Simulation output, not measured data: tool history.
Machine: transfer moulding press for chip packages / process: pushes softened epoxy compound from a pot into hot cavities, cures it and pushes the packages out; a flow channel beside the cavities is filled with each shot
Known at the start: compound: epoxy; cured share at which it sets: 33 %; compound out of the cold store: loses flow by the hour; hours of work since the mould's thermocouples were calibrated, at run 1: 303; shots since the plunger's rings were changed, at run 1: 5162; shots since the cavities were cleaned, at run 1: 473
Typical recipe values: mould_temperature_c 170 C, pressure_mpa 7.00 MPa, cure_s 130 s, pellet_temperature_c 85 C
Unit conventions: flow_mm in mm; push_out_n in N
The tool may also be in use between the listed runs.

run	hour	mould_temperature_c	pressure_mpa	cure_s	pellet_temperature_c	hours of work since the mould's thermocouples were calibrated	shots since the plunger's rings were changed	shots since the cavities were cleaned	incoming compound's hours out of the cold store	flow_mm	push_out_n
1	0.0	170	7.00	130	85	303	5162	473	39.1	632	493
2	18.1	170	7.00	130	77	313	5315	626	22.3	689	567
3	34.1	170	7.00	130	77	323	5451	762	36.3	634	588
# hour 58.5: cavities cleaned with cleaning compound and waxed
4	59.9	170	8.69	130	77	337	5658	12	20.2	771	364
5	74.6	170	7.00	130	85	346	5783	137	42.3	623	408
6	90.0	170	7.00	130	85	355	5914	268	19.5	693	455
7	102.6	168	8.32	131	85	362	6021	375	32.3	710	532
8	114.7	177	8.32	153	87	370	6124	478	9.3	757	419
# hour 138.1: plunger's sealing rings changed
9	141.1	177	8.32	153	87	384	25	681	19.8	800	433
10	156.5	171	7.62	162	82	393	156	812	36.9	721	467
# hour 174.2: cavities cleaned with cleaning compound and waxed
11	181.0	164	5.82	139	78	406	352	59	42.3	638	490
12	195.1	177	7.00	131	85	415	471	178	47.2	649	348

3 options for the next run, each taken on its own from the tool as it stands now. Forecast them:
A	213.9	174	6.85	130	92	426	631	338	20.3	?	?
B	213.9	170	7.00	130	79	426	631	338	26.3	?	?
C	213.9	166	7.00	136	79	426	631	338	33.2	?	?

run	flow_mm	push_out_n
A	717	420
B	721	505
C	717	570
Take away the tool's hidden state, keep each run's random variation, and the runs would have read:
run	flow_mm	push_out_n
A	722	284
B	725	332
C	721	371
